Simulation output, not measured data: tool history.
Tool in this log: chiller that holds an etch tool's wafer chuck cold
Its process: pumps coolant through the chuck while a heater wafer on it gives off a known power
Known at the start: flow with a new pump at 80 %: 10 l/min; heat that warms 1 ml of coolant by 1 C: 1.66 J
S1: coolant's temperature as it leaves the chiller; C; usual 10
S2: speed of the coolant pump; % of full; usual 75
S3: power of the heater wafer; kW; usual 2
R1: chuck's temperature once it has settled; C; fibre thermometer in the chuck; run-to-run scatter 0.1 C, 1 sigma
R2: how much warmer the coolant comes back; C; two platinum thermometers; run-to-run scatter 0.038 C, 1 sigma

| run | day | S1 | S2 | S3 | R1 | R2 |
|---|---|---|---|---|---|---|
| 1 | 0 | 10 | 75 | 2 | 24.4 | 7.68 |
| 2 | 3.504 | 10 | 75 | 1.327 | 19.4 | 5.14 |
| 3 | 9.996 | 10 | 75 | 2 | 24.4 | 7.71 |
| 4 | 13.267 | 10 | 75 | 1.981 | 24.2 | 7.64 |
| 5 | 20.254 | 10 | 75 | 2 | 24.2 | 7.69 |
| 6 | 23.162 | 12 | 65 | 1.163 | 21.2 | 5.13 |
| 7 | 28.796 | 16 | 62 | 1.369 | 27.3 | 6.27 |
| 8 | 33.6 | 6 | 84 | 1.303 | 14.7 | 4.5 |
| 9 | 36.792 | 11 | 87 | 2.267 | 25.6 | 7.57 |
| 10 | 41.567 | 11 | 87 | 2.267 | 25.7 | 7.6 |

What if the next run were any one of these 4? Each begins from the tool's condition after run 10:
| A | 46.579 | 17 | 96 | 2.267 | ? | ? |
| B | 46.579 | 10 | 68 | 1.913 | ? | ? |
| C | 46.579 | 10 | 60 | 2.154 | ? | ? |
| D | 46.579 | 10 | 81 | 2 | ? | ? |

| run | R1 | R2 |
|---|---|---|
| A | 30.8 | 6.91 |
| B | 24.7 | 8.12 |
| C | 28 | 10.31 |
| D | 23.7 | 7.17 |
With no hidden state in the tool, these same runs would have given:
| run | R1 | R2 |
|---|---|---|
| A | 30.8 | 6.91 |
| B | 24.7 | 8.11 |
| C | 28 | 10.31 |
| D | 23.7 | 7.16 |
